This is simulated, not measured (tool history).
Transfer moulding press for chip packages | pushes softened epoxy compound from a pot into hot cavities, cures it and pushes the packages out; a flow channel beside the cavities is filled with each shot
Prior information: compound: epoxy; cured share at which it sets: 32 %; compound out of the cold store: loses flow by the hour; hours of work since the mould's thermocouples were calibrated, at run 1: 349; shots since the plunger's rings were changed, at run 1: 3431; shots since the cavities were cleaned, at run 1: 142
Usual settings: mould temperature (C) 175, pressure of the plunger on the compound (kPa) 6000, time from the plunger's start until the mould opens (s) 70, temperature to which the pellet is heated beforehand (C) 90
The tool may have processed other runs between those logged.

run,hour,mould temperature (C),pressure of the plunger on the compound (kPa),time from the plunger's start until the mould opens (s),temperature to which the pellet is heated beforehand (C),hours of work since the mould's thermocouples were calibrated,shots since the plunger's rings were changed,shots since the cavities were cleaned,incoming compound's hours out of the cold store,length that the compound runs in the flow channel (mm),greatest force on the pins that push the packages out (N)
1,0.0,175,6000,70,90,349,3431,142,9.8,1015,1082
# hour 26.6: cavities cleaned with cleaning compound and waxed
# hour 64.5: cavities cleaned with cleaning compound and waxed
2,68.3,175,6000,70,90,398,4619,70,38.9,841,835
# hour 97.6: cavities cleaned with cleaning compound and waxed
3,104.6,175,6000,70,88,424,5251,127,44.3,816,872
# hour 135.7: cavities cleaned with cleaning compound and waxed
4,147.6,175,6000,70,90,455,6006,217,34.4,851,1105
# hour 155.5: plunger's sealing rings changed
# hour 172.7: cavities cleaned with cleaning compound and waxed
5,191.0,175,6000,99,90,485,617,334,36.1,907,782
# hour 210.6: cavities cleaned with cleaning compound and waxed
# hour 242.5: cavities cleaned with cleaning compound and waxed
6,242.5,175,6000,99,90,521,1498,0,35.6,913,428
# hour 277.5: cavities cleaned with cleaning compound and waxed
# hour 310.0: cavities cleaned with cleaning compound and waxed
7,310.0,175,6000,70,90,569,2671,0,9.4,1034,710
# hour 346.1: cavities cleaned with cleaning compound and waxed
8,359.3,175,6000,70,90,605,3540,240,22.4,958,1186
# hour 379.8: cavities cleaned with cleaning compound and waxed
# hour 412.5: cavities cleaned with cleaning compound and waxed
9,413.9,175,6000,70,87,643,4478,26,10.2,999,842
# hour 444.4: cavities cleaned with cleaning compound and waxed
# hour 479.5: cavities cleaned with cleaning compound and waxed
10,492.0,175,6000,70,87,699,5843,227,29.6,864,1127
# hour 506.5: plunger's sealing rings changed
# hour 514.8: cavities cleaned with cleaning compound and waxed
# hour 551.0: cavities cleaned with cleaning compound and waxed
11,563.3,178,6000,75,87,749,979,223,33.6,898,834
# hour 582.9: cavities cleaned with cleaning compound and waxed
12,596.1,176,6000,72,87,772,1547,239,25.8,969,1050
# hour 607.8: mould's thermocouples calibrated
# hour 619.7: cavities cleaned with cleaning compound and waxed
# hour 653.4: cavities cleaned with cleaning compound and waxed
13,664.2,169,7310,70,90,40,2696,197,17.9,1108,1592
# hour 689.0: cavities cleaned with cleaning compound and waxed
# hour 721.3: cavities cleaned with cleaning compound and waxed
14,738.5,169,7310,70,90,93,3990,312,26.4,1016,1722
# hour 753.7: cavities cleaned with cleaning compound and waxed
# hour 785.5: cavities cleaned with cleaning compound and waxed
15,809.5,169,5920,79,92,144,5228,437,14.2,974,1515
# hour 817.5: cavities cleaned with cleaning compound and waxed
# hour 852.5: cavities cleaned with cleaning compound and waxed
16,852.5,169,5920,79,92,174,5955,0,26.9,884,728
# hour 861.4: plunger's sealing rings changed
# hour 889.8: cavities cleaned with cleaning compound and waxed
17,891.1,169,5920,79,92,200,514,24,31.8,953,792
# hour 925.2: cavities cleaned with cleaning compound and waxed
# hour 957.4: cavities cleaned with cleaning compound and waxed
18,958.7,175,5460,84,80,248,1687,24,47.4,804,516
# hour 991.2: cavities cleaned with cleaning compound and waxed
19,1011.0,178,6000,58,90,286,2611,360,9.1,1026,1773

Alternative continuations, all from the tool just after run 19; predict every row:
# hour 1023.4: cavities cleaned with cleaning compound and waxed
# hour 1055.1: cavities cleaned with cleaning compound and waxed
A,1055.1,178,6000,91,90,317,3358,0,38.8,?,?
# hour 1023.4: cavities cleaned with cleaning compound and waxed
# hour 1055.1: cavities cleaned with cleaning compound and waxed
B,1055.1,178,4660,58,97,317,3358,0,33.9,?,?
# hour 1023.4: cavities cleaned with cleaning compound and waxed
# hour 1055.1: cavities cleaned with cleaning compound and waxed
C,1055.1,183,6000,61,94,317,3358,0,39.9,?,?

run,length that the compound runs in the flow channel (mm),greatest force on the pins that push the packages out (N)
A,861,401
B,768,782
C,838,548
Without the tool's hidden state the same runs would have given:
run,length that the compound runs in the flow channel (mm),greatest force on the pins that push the packages out (N)
A,906,396
B,807,745
C,881,528

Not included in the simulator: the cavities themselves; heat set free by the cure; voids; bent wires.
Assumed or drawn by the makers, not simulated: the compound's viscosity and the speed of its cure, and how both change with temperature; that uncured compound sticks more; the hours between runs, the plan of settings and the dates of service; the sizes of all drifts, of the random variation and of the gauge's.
